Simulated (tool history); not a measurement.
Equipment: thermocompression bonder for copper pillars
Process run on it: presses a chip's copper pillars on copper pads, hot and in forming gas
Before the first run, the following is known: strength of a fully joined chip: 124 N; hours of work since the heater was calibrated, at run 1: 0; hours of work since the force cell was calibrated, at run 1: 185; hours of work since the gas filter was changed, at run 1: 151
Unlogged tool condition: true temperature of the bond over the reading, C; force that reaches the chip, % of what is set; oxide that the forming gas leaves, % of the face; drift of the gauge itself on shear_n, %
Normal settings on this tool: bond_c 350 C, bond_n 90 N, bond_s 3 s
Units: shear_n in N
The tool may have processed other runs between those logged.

| run | hour | bond_c | bond_n | bond_s | hours of work since the heater was calibrated | hours of work since the force cell was calibrated | hours of work since the gas filter was changed | shear_n |
|---|---|---|---|---|---|---|---|---|
| 1 | 0.0 | 350 | 90 | 3 | 0 | 185 | 151 | 68.6 |
|  | 4.3 | forming gas filter changed |
| 2 | 20.9 | 350 | 90 | 3 | 9 | 194 | 7 | 75.0 |
| 3 | 61.0 | 350 | 90 | 3 | 27 | 212 | 25 | 75.2 |
| 4 | 93.4 | 350 | 58 | 3 | 41 | 227 | 40 | 50.4 |
| 5 | 116.3 | 350 | 58 | 3 | 52 | 237 | 50 | 50.2 |
| 6 | 146.1 | 350 | 58 | 3 | 65 | 250 | 63 | 48.7 |
| 7 | 164.9 | 351 | 58 | 3 | 73 | 259 | 72 | 50.1 |
| 8 | 193.1 | 350 | 116 | 3 | 86 | 271 | 84 | 89.0 |
| 9 | 235.5 | 350 | 116 | 3 | 105 | 290 | 103 | 88.4 |
| 10 | 262.4 | 350 | 90 | 2 | 117 | 302 | 115 | 64.4 |
| 11 | 284.6 | 350 | 74 | 6 | 127 | 312 | 125 | 76.4 |
| 12 | 303.8 | 361 | 124 | 3 | 135 | 321 | 134 | 95.4 |
| 13 | 326.5 | 324 | 64 | 3 | 146 | 331 | 144 | 40.2 |
|  | 345.8 | forming gas filter changed |
| 14 | 351.1 | 339 | 70 | 3 | 156 | 341 | 2 | 56.6 |
| 15 | 376.8 | 339 | 70 | 3 | 168 | 353 | 14 | 56.2 |
| 16 | 400.0 | 339 | 70 | 3 | 178 | 363 | 24 | 56.1 |
| 17 | 432.6 | 339 | 70 | 3 | 193 | 378 | 39 | 56.6 |
| 18 | 463.4 | 327 | 123 | 3 | 206 | 392 | 53 | 81.9 |
| 19 | 496.3 | 327 | 123 | 3 | 221 | 406 | 67 | 81.6 |
| 20 | 533.1 | 327 | 123 | 3 | 237 | 423 | 84 | 81.3 |

Here are 3 independent what-if runs from the current tool condition. What would each one return?
| A | 563.2 | 350 | 95 | 2 | 251 | 436 | 97 | ? |
| B | 563.2 | 338 | 90 | 5 | 251 | 436 | 97 | ? |
| C | 563.2 | 346 | 90 | 3 | 251 | 436 | 97 | ? |

| run | shear_n |
|---|---|
| A | 70.8 |
| B | 80.2 |
| C | 73.5 |
With the hidden condition removed and each run's random variation left untouched, the same runs would have given:
| run | shear_n |
|---|---|
| A | 67.8 |
| B | 77.4 |
| C | 70.5 |
